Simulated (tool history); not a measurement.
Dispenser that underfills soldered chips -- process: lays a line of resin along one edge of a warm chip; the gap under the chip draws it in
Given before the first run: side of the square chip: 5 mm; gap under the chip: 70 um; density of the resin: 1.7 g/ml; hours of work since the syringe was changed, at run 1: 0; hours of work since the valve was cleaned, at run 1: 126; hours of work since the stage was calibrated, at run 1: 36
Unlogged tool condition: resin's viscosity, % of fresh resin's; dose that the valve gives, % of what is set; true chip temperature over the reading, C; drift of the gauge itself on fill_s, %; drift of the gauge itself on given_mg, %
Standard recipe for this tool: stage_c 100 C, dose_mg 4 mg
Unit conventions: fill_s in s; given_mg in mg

run,day,stage_c,dose_mg,hours of work since the syringe was changed,hours of work since the valve was cleaned,hours of work since the stage was calibrated,fill_s,given_mg
1,0,100,4,0,126,36,20.4,3.74
# day 0.071: dispensing valve cleaned and set on the balance
2,0.225,100,4,3,2,39,24.2,3.99
3,0.4,100,4,6,5,42,28.7,3.97
4,0.488,105,4,7,7,44,25.9,3.97
5,0.571,105,4,9,8,45,28.8,3.97
6,0.75,100,4,11,11,48,43,3.98
# day 0.792: new syringe of resin
7,0.896,100,4.26,2,13,50,21.3,4.22
8,1.017,110,4.26,4,15,52,16.6,4.2
9,1.146,110,4.26,6,17,54,19.3,4.2
10,1.283,110,4.26,8,19,56,22,4.19
11,1.429,100,3.72,10,22,59,38.6,3.67
# day 1.538: new syringe of resin
12,1.546,100,3.88,0,23,60,19.6,3.84
13,1.646,100,4.45,2,25,62,20.3,4.36
14,1.829,100,4,5,28,65,26.3,3.93
15,1.912,88,4.05,6,29,66,48,3.99
16,2.012,105,4.05,8,31,68,26.8,3.98
17,2.117,111,4.54,9,33,70,23.7,4.45
18,2.221,91,3.52,11,34,71,61.2,3.45
# day 2.288: new syringe of resin
19,2.308,114,4.1,0,35,72,11.5,4.01
20,2.392,114,4.1,2,37,74,12.2,4.03
21,2.529,104,4.95,4,39,76,21,4.86
22,2.646,93,4.43,6,41,78,37.6,4.35
23,2.775,105,5.06,8,43,80,26.7,4.94
24,2.929,104,3.59,10,45,82,34.8,3.52
# day 3.029: new syringe of resin
25,3.071,102,4.3,1,48,85,18.4,4.2
26,3.229,102,4.3,3,50,87,22.2,4.17
27,3.317,102,4.3,5,52,89,24.4,4.19
28,3.421,102,4.3,6,53,90,26.9,4.17

Entry by entry between the runs, the difference in hidden state between the last listed run before and the first listed run after:
From run 1 to run 2: dispensing valve cleaned and set on the balance (day 0.071)
  resin's viscosity, % of fresh resin's: 100.9 -> 122.7; dose that the valve gives, % of what is set: 93.83 -> 99.57; true chip temperature over the reading, C: -0.79 -> -0.81
  measured less the result without the state, fill_s: +1.1 -> +5 s; given_mg: -0.25 -> -0.01 mg
From run 6 to run 7: new syringe of resin (day 0.792)
  resin's viscosity, % of fresh resin's: 216 -> 111.2; dose that the valve gives, % of what is set: 99.19 -> 99.09; true chip temperature over the reading, C: -0.87 -> -0.89
  measured less the result without the state, fill_s: +23.5 -> +2.9 s; given_mg: -0.03 -> -0.04 mg
From run 11 to run 12: new syringe of resin (day 1.538)
  resin's viscosity, % of fresh resin's: 197.7 -> 100.9; dose that the valve gives, % of what is set: 98.7 -> 98.62; true chip temperature over the reading, C: -0.95 -> -0.96
  measured less the result without the state, fill_s: +20.3 -> +0.9 s; given_mg: -0.05 -> -0.05 mg
From run 18 to run 19: new syringe of resin (day 2.288)
  resin's viscosity, % of fresh resin's: 208 -> 101.2; dose that the valve gives, % of what is set: 98.11 -> 98.05
  measured less the result without the state, fill_s: +33.3 -> +0.6 s; given_mg: -0.07 -> -0.08 mg
From run 24 to run 25: new syringe of resin (day 3.029)
  resin's viscosity, % of fresh resin's: 197 -> 103.6; dose that the valve gives, % of what is set: 97.6 -> 97.5; true chip temperature over the reading, C: -1.12 -> -1.13
  measured less the result without the state, fill_s: +17.8 -> +1.5 s; given_mg: -0.08 -> -0.11 mg

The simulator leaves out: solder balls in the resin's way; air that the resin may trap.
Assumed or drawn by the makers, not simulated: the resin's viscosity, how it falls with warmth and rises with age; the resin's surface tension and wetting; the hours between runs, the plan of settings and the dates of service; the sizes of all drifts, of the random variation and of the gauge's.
